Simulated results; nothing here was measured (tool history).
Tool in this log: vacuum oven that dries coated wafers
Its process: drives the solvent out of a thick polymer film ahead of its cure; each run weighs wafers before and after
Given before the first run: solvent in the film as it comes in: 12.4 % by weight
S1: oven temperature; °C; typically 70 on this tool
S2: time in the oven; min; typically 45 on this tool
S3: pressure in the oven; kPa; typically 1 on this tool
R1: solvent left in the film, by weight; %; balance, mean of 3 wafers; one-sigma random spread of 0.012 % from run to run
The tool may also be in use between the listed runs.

{"run": 1, "hour": 0.0, "S1": 70, "S2": 45, "S3": 1, "R1": 1.07}
{"run": 2, "hour": 7.0, "S1": 70, "S2": 45, "S3": 1, "R1": 1.05}
{"run": 3, "hour": 15.2, "S1": 70, "S2": 24, "S3": 1, "R1": 2.59}
{"run": 4, "hour": 21.6, "S1": 70, "S2": 24, "S3": 1, "R1": 2.58}
{"run": 5, "hour": 31.5, "S1": 70, "S2": 45, "S3": 1, "R1": 1.03}
{"run": 6, "hour": 38.7, "S1": 70, "S2": 45, "S3": 1, "R1": 1.08}
{"run": 7, "hour": 45.0, "S1": 70, "S2": 45, "S3": 1, "R1": 1.03}
{"run": 8, "hour": 50.2, "S1": 70, "S2": 45, "S3": 0.97, "R1": 1.02}
{"run": 9, "hour": 60.5, "S1": 55, "S2": 45, "S3": 1, "R1": 3.92}
{"run": 10, "hour": 65.9, "S1": 70, "S2": 45, "S3": 1, "R1": 1.03}
{"run": 11, "hour": 74.4, "S1": 70, "S2": 45, "S3": 1, "R1": 1.01}
{"run": 12, "hour": 82.9, "S1": 70, "S2": 45, "S3": 1, "R1": 1.03}
{"run": 13, "hour": 93.3, "S1": 70, "S2": 45, "S3": 3.54, "R1": 2.21}
{"run": 14, "hour": 103.2, "S1": 70, "S2": 45, "S3": 3.54, "R1": 2.04}
{"run": 15, "hour": 114.4, "S1": 70, "S2": 45, "S3": 1, "R1": 0.9}
{"run": 16, "hour": 122.7, "S1": 76, "S2": 45, "S3": 1, "R1": 0.49}
{"run": 17, "hour": 132.7, "S1": 70, "S2": 45, "S3": 0.91, "R1": 0.88}
{"run": 18, "hour": 141.1, "S1": 70, "S2": 45, "S3": 0.91, "R1": 0.87}
{"run": 19, "hour": 148.4, "S1": 70, "S2": 45, "S3": 3.05, "R1": 1.8}
{"run": 20, "hour": 155.9, "S1": 60, "S2": 61, "S3": 1.11, "R1": 1.75}
{"run": 21, "hour": 163.4, "S1": 78, "S2": 38, "S3": 1, "R1": 0.49}
{"run": 22, "hour": 176.5, "S1": 67, "S2": 32, "S3": 1, "R1": 2.68}
{"run": 23, "hour": 183.3, "S1": 58, "S2": 54, "S3": 1, "R1": 3.06}
{"run": 24, "hour": 195.2, "S1": 61, "S2": 58, "S3": 1.88, "R1": 2.8}
{"run": 25, "hour": 203.3, "S1": 70, "S2": 65, "S3": 1, "R1": 0.77}
{"run": 26, "hour": 212.0, "S1": 60, "S2": 69, "S3": 1, "R1": 1.98}
{"run": 27, "hour": 221.8, "S1": 60, "S2": 69, "S3": 1, "R1": 1.99}
{"run": 28, "hour": 233.1, "S1": 81, "S2": 45, "S3": 1.41, "R1": 0.56}
{"run": 29, "hour": 244.8, "S1": 71, "S2": 49, "S3": 0.9, "R1": 0.97}
{"run": 30, "hour": 252.6, "S1": 70, "S2": 52, "S3": 3.37, "R1": 2.21}
{"run": 31, "hour": 263.1, "S1": 70, "S2": 52, "S3": 3.37, "R1": 2.23}
{"run": 32, "hour": 269.2, "S1": 70, "S2": 45, "S3": 3.34, "R1": 2.43}
{"run": 33, "hour": 274.5, "S1": 70, "S2": 45, "S3": 3.34, "R1": 2.42}
{"run": 34, "hour": 282.0, "S1": 56, "S2": 45, "S3": 3.56, "R1": 5.95}
{"run": 35, "hour": 288.5, "S1": 78, "S2": 29, "S3": 3.56, "R1": 1.96}
{"run": 36, "hour": 295.7, "S1": 84, "S2": 56, "S3": 3.92, "R1": 1.17}
{"run": 37, "hour": 301.6, "S1": 68, "S2": 26, "S3": 1.91, "R1": 3.54}
{"run": 38, "hour": 308.0, "S1": 84, "S2": 53, "S3": 1.2, "R1": 0.39}

Between the runs listed above, the log contained 2 entries, not reproduced here. Where in the sequence does each belong, and how does what the log doesn't record of the tool's condition differ from the listed run before to the listed run after?
Runs 13 to 14: oven's thermocouples calibrated (hour 96.2)
  true wafer temperature over the reading, C: 1.85 -> 3.15; true pressure over the reading, kPa: 0.034 -> 0.035
  measured minus no-state result, R1: -0.29 -> -0.48 %
Runs 21 to 22: oven's thermocouples calibrated, once more (hour 167)
  true wafer temperature over the reading, C: 3.22 -> -0.08; true pressure over the reading, kPa: 0.044 -> 0.045
  measured minus no-state result, R1: -0.18 -> +0.04 %
